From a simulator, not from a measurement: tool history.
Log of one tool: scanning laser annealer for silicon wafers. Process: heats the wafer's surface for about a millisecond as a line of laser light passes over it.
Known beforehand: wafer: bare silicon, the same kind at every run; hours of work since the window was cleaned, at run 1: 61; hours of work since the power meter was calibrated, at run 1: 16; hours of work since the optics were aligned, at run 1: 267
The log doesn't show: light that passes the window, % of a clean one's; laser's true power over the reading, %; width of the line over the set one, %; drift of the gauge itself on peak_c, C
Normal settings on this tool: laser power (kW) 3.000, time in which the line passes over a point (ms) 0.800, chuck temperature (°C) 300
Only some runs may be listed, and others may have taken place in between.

run   hour  laser power (kW)  time in which the line passes over a point (ms)  chuck temperature (°C)  hours of work since the window was cleaned  hours of work since the power meter was calibrated  hours of work since the optics were aligned  highest temperature of the surface (°C)
  1    0.0             3.000                                            0.800                     300                                          61                                                  16                                          267                                      992
  2   15.7             3.000                                            0.800                     300                                          69                                                  24                                          275                                      988
  3   35.2             3.000                                            0.800                     300                                          79                                                  33                                          285                                      989
  4   65.8             3.000                                            0.800                     300                                          94                                                  48                                          300                                      987
  5   79.8             3.000                                            0.800                     300                                         101                                                  55                                          307                                      987
  6  113.0             3.000                                            0.800                     300                                         117                                                  72                                          323                                      988
  7  131.9             3.000                                            0.658                     300                                         127                                                  81                                          332                                      920
  8  159.8             3.000                                            0.782                     312                                         140                                                  95                                          346                                      994
  9  184.3             2.832                                            0.782                     288                                         153                                                 107                                          358                                      931
 10  206.6             2.832                                            0.782                     288                                         164                                                 118                                          369                                      929
 11  239.3             2.832                                            0.782                     288                                         180                                                 134                                          385                                      927
 12  256.7             3.270                                            0.786                     331                                         188                                                 143                                          394                                     1065
 13  285.1             3.038                                            0.575                     306                                         202                                                 157                                          408                                      885

Some steps in highest temperature of the surface (°C) between neighbouring runs. How much of each would the tool show without its hidden state too (settings, what came in, random variation), and how much is left for the hidden state, with any gauge scatter that isn't in both results?
Run 12 -> 13: laser power (kW) 3.270 -> 3.038, time in which the line passes over a point (ms) 0.786 -> 0.575, chuck temperature (°C) 331 -> 306. highest temperature of the surface (°C) -180: hidden state +3, all else -183.
